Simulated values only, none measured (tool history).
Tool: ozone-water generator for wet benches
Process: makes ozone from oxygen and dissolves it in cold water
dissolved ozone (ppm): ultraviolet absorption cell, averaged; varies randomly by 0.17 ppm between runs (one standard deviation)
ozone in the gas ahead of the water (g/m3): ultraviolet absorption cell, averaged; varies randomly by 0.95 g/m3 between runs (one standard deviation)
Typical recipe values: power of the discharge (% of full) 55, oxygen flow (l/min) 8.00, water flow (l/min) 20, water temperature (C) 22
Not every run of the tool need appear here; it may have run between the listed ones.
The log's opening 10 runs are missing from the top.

| run | day | power of the discharge (% of full) | oxygen flow (l/min) | water flow (l/min) | water temperature (C) | hours of work since the electrodes were changed | hours of work since the contactor was cleaned | hours of work since the thermometer was calibrated | dissolved ozone (ppm) | ozone in the gas ahead of the water (g/m3) |
|---|---|---|---|---|---|---|---|---|---|---|
| 11 | 58.712 | 55 | 8.00 | 20 | 22 | 4011 | 1500 | 166 | 20.8 | 150.6 |
| 12 | 62.242 | 55 | 8.00 | 20 | 22 | 4081 | 1569 | 235 | 20.4 | 149.7 |
| 13 | 68.629 | 55 | 8.00 | 20 | 22 | 4207 | 1695 | 362 | 20.2 | 150.5 |
| 14 | 74.879 | 55 | 8.00 | 20 | 22 | 4330 | 1819 | 485 | 20.3 | 150.7 |
| 15 | 81.225 | 55 | 13.73 | 20 | 22 | 4455 | 1944 | 610 | 20.0 | 122.3 |
| 16 | 87.400 | 55 | 13.88 | 20 | 22 | 4577 | 2066 | 732 | 20.1 | 122.8 |
|  | 89.479 | water thermometer calibrated, once more |
| 17 | 92.871 | 55 | 13.88 | 13 | 22 | 4685 | 2173 | 67 | 23.9 | 122.6 |
| 18 | 98.729 | 55 | 9.62 | 13 | 23 | 4800 | 2289 | 182 | 24.1 | 140.4 |
| 19 | 105.367 | 55 | 9.62 | 13 | 23 | 4931 | 2420 | 313 | 24.0 | 140.6 |
| 20 | 109.425 | 55 | 9.62 | 13 | 23 | 5011 | 2500 | 393 | 24.1 | 138.4 |
| 21 | 113.429 | 55 | 6.31 | 29 | 23 | 5090 | 2579 | 472 | 15.0 | 161.2 |
| 22 | 117.900 | 87 | 6.31 | 29 | 26 | 5178 | 2667 | 561 | 20.2 | 232.1 |
| 23 | 126.342 | 56 | 11.08 | 23 | 22 | 5345 | 2833 | 727 | 18.8 | 132.8 |
| 24 | 134.471 | 55 | 4.36 | 20 | 14 | 5505 | 2994 | 887 | 20.9 | 186.2 |
| 25 | 142.475 | 92 | 5.91 | 20 | 14 | 5663 | 3152 | 1045 | 32.9 | 243.4 |
| 26 | 150.196 | 57 | 7.27 | 16 | 18 | 5815 | 3304 | 1198 | 24.9 | 155.9 |
| 27 | 154.921 | 50 | 6.55 | 27 | 26 | 5909 | 3397 | 1291 | 13.7 | 147.3 |
| 28 | 161.500 | 60 | 8.00 | 18 | 22 | 6038 | 3527 | 1421 | 22.5 | 156.4 |
| 29 | 169.525 | 50 | 5.37 | 20 | 23 | 6197 | 3685 | 1579 | 17.3 | 157.5 |
| 30 | 177.892 | 91 | 4.71 | 20 | 22 | 6362 | 3850 | 1744 | 27.0 | 259.8 |
| 31 | 183.925 | 55 | 8.00 | 16 | 21 | 6481 | 3969 | 1863 | 22.5 | 145.9 |
| 32 | 188.471 | 72 | 8.43 | 20 | 18 | 6570 | 4059 | 1953 | 26.0 | 175.5 |

Alternative continuations, all from the tool just after run 32; predict every row:
| A | 192.288 | 91 | 4.42 | 20 | 18 | 6646 | 4134 | 2028 | ? | ? |
| B | 192.288 | 90 | 8.43 | 19 | 19 | 6646 | 4134 | 2028 | ? | ? |
| C | 192.288 | 65 | 8.43 | 23 | 18 | 6646 | 4134 | 2028 | ? | ? |

| run | dissolved ozone (ppm) | ozone in the gas ahead of the water (g/m3) |
|---|---|---|
| A | 28.4 | 267.1 |
| B | 31.0 | 208.2 |
| C | 22.0 | 160.8 |
The same runs, with their run-to-run variation unchanged, on a tool lacking any hidden condition would have given:
| run | dissolved ozone (ppm) | ozone in the gas ahead of the water (g/m3) |
|---|---|---|
| A | 33.6 | 311.0 |
| B | 36.6 | 242.2 |
| C | 25.2 | 181.1 |
